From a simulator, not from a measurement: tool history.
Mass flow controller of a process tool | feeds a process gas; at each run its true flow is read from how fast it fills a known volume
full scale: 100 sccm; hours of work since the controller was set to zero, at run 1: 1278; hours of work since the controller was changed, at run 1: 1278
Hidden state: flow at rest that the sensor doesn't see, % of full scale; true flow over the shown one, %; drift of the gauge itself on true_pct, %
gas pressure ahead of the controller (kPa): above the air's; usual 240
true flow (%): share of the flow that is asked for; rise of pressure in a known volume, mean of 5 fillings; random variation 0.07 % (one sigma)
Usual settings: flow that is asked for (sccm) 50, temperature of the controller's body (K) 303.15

run,hour,flow that is asked for (sccm),gas pressure ahead of the controller (kPa),temperature of the controller's body (K),hours of work since the controller was set to zero,hours of work since the controller was changed,true flow (%)
1,0.0,50,240,303.15,1278,1278,97.09
2,119.6,50,240,308.15,1327,1327,96.49
3,239.9,50,240,308.15,1376,1376,96.38
4,401.3,50,240,308.15,1442,1442,96.38
5,535.3,50,240,308.15,1497,1497,96.45
6,703.4,50,240,308.15,1566,1566,96.33
7,808.6,50,240,308.15,1609,1609,96.26
8,891.0,50,240,308.15,1643,1643,96.26
9,970.4,50,240,303.15,1675,1675,96.86
10,1071.2,50,240,295.15,1717,1717,97.74
11,1176.1,50,240,295.15,1760,1760,97.64
12,1267.8,77,225,303.15,1797,1797,97.86
13,1415.7,77,225,303.15,1858,1858,97.77
14,1557.1,61,235,307.15,1916,1916,96.77
15,1727.1,50,160,299.15,1985,1985,97.11
16,1902.2,28,161,299.15,2057,2057,95.91
17,2022.4,33,145,303.15,2106,2106,95.72
18,2098.6,47,146,296.15,2137,2137,97.43
19,2214.7,47,146,296.15,2185,2185,97.36
20,2364.3,73,153,310.15,2246,2246,96.79
21,2447.8,73,153,310.15,2281,2281,96.79
22,2536.7,15,217,303.15,2317,2317,93.05

Hidden state or all else? Some run-to-run changes of true flow (%), split into what the settings, what came in and random variation would give without the hidden state, and what is left for the hidden state (with any gauge scatter that isn't in both results):
Run 15 -> 16: flow that is asked for (sccm) 50 -> 28, gas pressure ahead of the controller (kPa) 160 -> 161. true flow (%) -1.20: hidden state -0.70, all else -0.50.
Run 17 -> 18: flow that is asked for (sccm) 33 -> 47, gas pressure ahead of the controller (kPa) 145 -> 146, temperature of the controller's body (K) 303.15 -> 296.15. true flow (%) +1.71: hidden state +0.37, all else +1.34.
Run 21 -> 22: flow that is asked for (sccm) 73 -> 15, gas pressure ahead of the controller (kPa) 153 -> 217, temperature of the controller's body (K) 310.15 -> 303.15. true flow (%) -3.74: hidden state -2.53, all else -1.21.

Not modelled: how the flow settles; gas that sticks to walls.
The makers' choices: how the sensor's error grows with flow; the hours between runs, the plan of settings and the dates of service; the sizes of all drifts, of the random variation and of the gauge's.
